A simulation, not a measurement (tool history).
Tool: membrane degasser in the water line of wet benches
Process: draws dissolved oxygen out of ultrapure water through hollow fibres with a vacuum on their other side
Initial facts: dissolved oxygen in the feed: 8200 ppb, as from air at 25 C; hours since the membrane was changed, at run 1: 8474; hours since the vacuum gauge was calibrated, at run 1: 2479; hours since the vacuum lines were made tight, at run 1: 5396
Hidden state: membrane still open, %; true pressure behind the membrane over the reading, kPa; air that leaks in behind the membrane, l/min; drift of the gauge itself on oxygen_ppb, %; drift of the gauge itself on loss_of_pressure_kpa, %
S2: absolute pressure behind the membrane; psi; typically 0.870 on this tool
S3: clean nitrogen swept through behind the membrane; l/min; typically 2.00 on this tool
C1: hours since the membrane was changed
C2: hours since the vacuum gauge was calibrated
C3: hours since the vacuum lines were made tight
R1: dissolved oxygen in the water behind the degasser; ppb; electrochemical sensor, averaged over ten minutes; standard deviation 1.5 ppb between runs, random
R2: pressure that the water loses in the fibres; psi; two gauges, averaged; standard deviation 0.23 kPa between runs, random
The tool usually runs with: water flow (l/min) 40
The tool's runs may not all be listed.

run 1 hour=0.0 | water_flow_(l/min)=40 S2=0.870 S3=2.00 | C1=8474 C2=2479 C3=5396 | R1=147.4 R2=8.198
run 2 hour=205.0 | water_flow_(l/min)=40 S2=0.676 S3=2.00 | C1=8679 C2=2684 C3=5601 | R1=88.8 R2=8.234
run 3 hour=344.6 | water_flow_(l/min)=40 S2=0.676 S3=2.00 | C1=8819 C2=2823 C3=5741 | R1=90.4 R2=8.240
run 4 hour=524.1 | water_flow_(l/min)=40 S2=0.676 S3=2.00 | C1=8998 C2=3003 C3=5920 | R1=88.7 R2=8.147
run 5 hour=670.4 | water_flow_(l/min)=40 S2=0.676 S3=2.36 | C1=9144 C2=3149 C3=6067 | R1=80.0 R2=8.221
run 6 hour=849.8 | water_flow_(l/min)=31 S2=0.870 S3=2.00 | C1=9324 C2=3329 C3=6246 | R1=107.5 R2=6.357
run 7 hour=1025.5 | water_flow_(l/min)=31 S2=0.870 S3=2.00 | C1=9500 C2=3504 C3=6422 | R1=108.7 R2=6.337
run 8 hour=1164.7 | water_flow_(l/min)=40 S2=0.870 S3=2.00 | C1=9639 C2=3644 C3=6561 | R1=147.6 R2=8.179
-- hour=1267.2 vacuum gauge calibrated
run 9 hour=1292.6 | water_flow_(l/min)=40 S2=0.870 S3=2.00 | C1=9766 C2=25 C3=6688 | R1=147.4 R2=8.228
-- hour=1379.9 seals of the vacuum lines changed
run 10 hour=1447.2 | water_flow_(l/min)=40 S2=0.870 S3=2.00 | C1=9919 C2=178 C3=67 | R1=147.4 R2=8.160
run 11 hour=1610.8 | water_flow_(l/min)=26 S2=0.870 S3=2.00 | C1=10082 C2=342 C3=231 | R1=89.5 R2=5.311
run 12 hour=1780.6 | water_flow_(l/min)=26 S2=0.870 S3=2.00 | C1=10252 C2=511 C3=401 | R1=90.5 R2=5.336
run 13 hour=1911.4 | water_flow_(l/min)=40 S2=0.870 S3=0.93 | C1=10383 C2=642 C3=531 | R1=257.0 R2=8.248
run 14 hour=2113.5 | water_flow_(l/min)=40 S2=0.870 S3=0.93 | C1=10585 C2=844 C3=734 | R1=258.5 R2=8.238
run 15 hour=2329.2 | water_flow_(l/min)=40 S2=1.220 S3=2.00 | C1=10801 C2=1060 C3=949 | R1=249.2 R2=8.247
run 16 hour=2502.6 | water_flow_(l/min)=40 S2=1.220 S3=2.00 | C1=10974 C2=1233 C3=1123 | R1=252.3 R2=8.170
run 17 hour=2631.6 | water_flow_(l/min)=42 S2=0.809 S3=2.00 | C1=11103 C2=1362 C3=1252 | R1=138.1 R2=8.605
run 18 hour=2828.6 | water_flow_(l/min)=42 S2=0.809 S3=2.00 | C1=11300 C2=1559 C3=1449 | R1=139.5 R2=8.585
run 19 hour=2934.6 | water_flow_(l/min)=42 S2=0.809 S3=2.00 | C1=11406 C2=1665 C3=1555 | R1=138.9 R2=8.705
run 20 hour=3117.8 | water_flow_(l/min)=40 S2=1.195 S3=2.00 | C1=11589 C2=1849 C3=1738 | R1=240.2 R2=8.211
run 21 hour=3250.7 | water_flow_(l/min)=25 S2=1.072 S3=2.60 | C1=11722 C2=1981 C3=1871 | R1=99.5 R2=5.118
run 22 hour=3436.0 | water_flow_(l/min)=38 S2=1.072 S3=4.21 | C1=11907 C2=2167 C3=2056 | R1=109.5 R2=7.831
run 23 hour=3615.1 | water_flow_(l/min)=38 S2=1.072 S3=4.21 | C1=12087 C2=2346 C3=2235 | R1=110.7 R2=7.823

Expected results for the next run?
run 24 hour=3834.5 | water_flow_(l/min)=61 S2=1.028 S3=2.00 | C1=12306 C2=2565 C3=2455 | R1=? R2=?

R1: 327.2 ppb
R2: 12.507 psi
Had the tool carried no hidden state, the very same run would have given R1 326.6 ppb, R2 12.494 psi.
